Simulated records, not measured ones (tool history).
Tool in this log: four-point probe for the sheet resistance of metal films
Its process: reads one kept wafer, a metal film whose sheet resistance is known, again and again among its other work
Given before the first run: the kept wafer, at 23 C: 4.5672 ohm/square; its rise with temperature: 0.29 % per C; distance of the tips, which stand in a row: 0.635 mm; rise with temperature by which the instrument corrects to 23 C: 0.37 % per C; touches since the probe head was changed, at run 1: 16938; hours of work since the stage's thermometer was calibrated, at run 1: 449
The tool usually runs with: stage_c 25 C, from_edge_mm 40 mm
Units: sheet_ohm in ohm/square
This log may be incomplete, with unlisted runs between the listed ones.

run,day,stage_c,from_edge_mm,touches since the probe head was changed,hours of work since the stage's thermometer was calibrated,sheet_ohm
1,0,25,40,16938,449,4.559302
2,0.75,25,40,17813,463,4.559299
3,1.633,25,40,18849,480,4.559729
4,2.083,25,40,19373,488,4.559833
5,3.038,25,40,20491,506,4.560051
6,3.996,25,40,21612,524,4.561024
7,4.538,22,40,22241,534,4.571436
8,5.254,22,40,23083,548,4.570588
9,6.167,33,40,24149,565,4.533996
10,7.112,25,40,25254,582,4.557481
11,7.608,25,40,25835,592,4.560833
12,8.217,25,40,26547,603,4.560338
13,8.888,25,72,27328,616,4.558671
14,9.862,25,72,28471,634,4.559732
15,10.483,25,40,29196,645,4.562097
16,11.233,25,30,30071,659,4.560924
17,12.121,25,30,31108,676,4.560119
18,13.112,25,30,32271,695,4.560904
19,13.762,25,30,33028,707,4.561377
20,14.333,25,30,33697,717,4.561236
21,15.138,25,74,34637,732,4.560747
22,15.95,25,74,35586,748,4.559626
23,16.492,22,74,36219,758,4.572325
24,17.029,22,74,36847,768,4.569001
25,17.817,34,39,37767,782,4.530952
26,18.408,34,39,38459,794,4.52887
27,19.35,31,64,39564,811,4.539961
28,19.95,31,64,40263,822,4.539173
29,20.654,27,68,41090,836,4.551015
30,21.475,30,44,42049,851,4.543942
31,22.15,30,70,42838,864,4.543673
32,22.854,30,36,43660,877,4.545578
33,23.808,29,23,44775,894,4.547716
34,24.608,27,4,45708,909,4.613691
35,25.054,27,4,46233,918,4.612794
36,26.021,27,4,47363,936,4.613903
37,26.971,31,40,48475,954,4.539756
38,27.612,23,14,49225,966,4.572311
39,28.062,18,44,49752,974,4.586913
40,29.004,19,15,50848,992,4.586011
41,29.783,27,40,51763,1006,4.554532
42,30.717,27,40,52852,1024,4.554491
43,31.346,32,40,53589,1035,4.53543
44,32.371,32,40,54786,1055,4.536327
45,33.321,22,14,55900,1072,4.575881
46,34.067,23,65,56769,1086,4.567156

Forecast each of these 3 alternatives for the next run:
A,35.004,25,6,57864,1104,?
B,35.004,27,40,57864,1104,?
C,35.004,26,40,57864,1104,?

run,sheet_ohm
A,4.589194
B,4.554258
C,4.556777
With the hidden condition removed and each run's random variation left untouched, the same runs would have given:
run,sheet_ohm
A,4.589322
B,4.554384
C,4.556904
